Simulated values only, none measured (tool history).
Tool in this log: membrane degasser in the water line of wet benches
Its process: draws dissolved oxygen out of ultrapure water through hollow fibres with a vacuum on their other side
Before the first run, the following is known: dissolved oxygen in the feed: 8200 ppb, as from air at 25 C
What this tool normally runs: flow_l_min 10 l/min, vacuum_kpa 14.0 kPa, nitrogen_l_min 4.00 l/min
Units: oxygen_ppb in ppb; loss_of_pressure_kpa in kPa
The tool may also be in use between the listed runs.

run,hour,flow_l_min,vacuum_kpa,nitrogen_l_min,oxygen_ppb,loss_of_pressure_kpa
1,0.0,10,14.0,4.00,76.4,44.63
2,214.0,10,14.0,4.00,78.0,44.17
3,493.3,10,14.0,4.00,78.5,44.13
4,643.5,10,14.0,8.14,43.7,43.87
# hour 688.9: seals of the vacuum lines changed
5,850.7,10,14.0,8.14,44.0,44.10
6,971.4,10,14.0,4.00,78.3,44.52
7,1213.1,10,14.0,4.00,79.4,44.46
8,1478.2,10,14.0,4.00,77.5,44.54
9,1709.9,10,14.0,4.00,77.1,44.35
10,1856.1,10,34.9,4.00,206.8,45.08
11,2082.5,10,34.9,4.00,203.6,44.55
12,2357.3,10,34.9,4.00,207.2,44.97
13,2601.9,10,34.9,4.00,205.7,44.94
14,2843.6,10,34.9,4.00,205.5,45.06
15,3103.8,10,34.9,4.00,205.7,44.89
16,3292.0,10,34.9,4.00,207.5,44.89
# hour 3461.6: vacuum gauge calibrated
17,3546.3,8,13.2,5.88,40.1,36.38
18,3812.9,7,14.0,4.00,52.8,31.57
# hour 4017.5: vacuum gauge calibrated, once more
19,4017.5,11,19.9,3.58,142.5,49.92
20,4254.1,14,18.2,3.33,187.7,63.73
21,4403.5,10,13.6,2.97,99.0,45.49
22,4568.7,8,20.6,8.66,45.0,36.39
23,4734.7,9,14.0,4.00,70.4,40.49
24,4913.0,6,10.5,2.13,54.1,27.70
25,5110.2,10,10.5,8.71,33.7,45.60
26,5371.9,14,11.7,6.25,84.5,63.88
27,5632.5,14,11.7,6.25,86.3,63.94
28,5783.1,14,11.7,6.25,85.3,63.94
# hour 5921.2: seals of the vacuum lines changed
29,5979.4,14,11.7,6.25,86.2,64.21
30,6146.2,10,13.3,2.00,135.6,45.94
31,6375.2,10,8.9,4.00,48.4,45.82

Selected run-to-run steps in oxygen_ppb, each split into two signed amounts: the part the tool would show with no hidden state at all (from settings, incoming material and random variation), and the remainder, which goes to the hidden state together with any gauge scatter not common to the measured and the hidden-state-free results:
The tool's hidden condition here consists of: membrane still open, %; true pressure behind the membrane over the reading, kPa; air that leaks in behind the membrane, l/min; drift of the gauge itself on oxygen_ppb, %; drift of the gauge itself on loss_of_pressure_kpa, %.
Run 9 -> 10: vacuum_kpa 14.0 -> 34.9. oxygen_ppb +129.7 ppb: hidden state +1.1, all else +128.6.
Run 16 -> 17: flow_l_min 10 -> 8, vacuum_kpa 34.9 -> 13.2, nitrogen_l_min 4.00 -> 5.88, vacuum gauge calibrated. oxygen_ppb -167.4 ppb: hidden state -3.2, all else -164.2.
Run 18 -> 19: flow_l_min 7 -> 11, vacuum_kpa 14.0 -> 19.9, nitrogen_l_min 4.00 -> 3.58, vacuum gauge calibrated, once more. oxygen_ppb +89.7 ppb: hidden state +1.4, all else +88.3.
Run 20 -> 21: flow_l_min 14 -> 10, vacuum_kpa 18.2 -> 13.6, nitrogen_l_min 3.33 -> 2.97. oxygen_ppb -88.7 ppb: hidden state -5.5, all else -83.2.
Run 25 -> 26: flow_l_min 10 -> 14, vacuum_kpa 10.5 -> 11.7, nitrogen_l_min 8.71 -> 6.25. oxygen_ppb +50.8 ppb: hidden state +7.0, all else +43.8.
Run 29 -> 30: flow_l_min 14 -> 10, vacuum_kpa 11.7 -> 13.3, nitrogen_l_min 6.25 -> 2.00. oxygen_ppb +49.4 ppb: hidden state -5.8, all else +55.2.
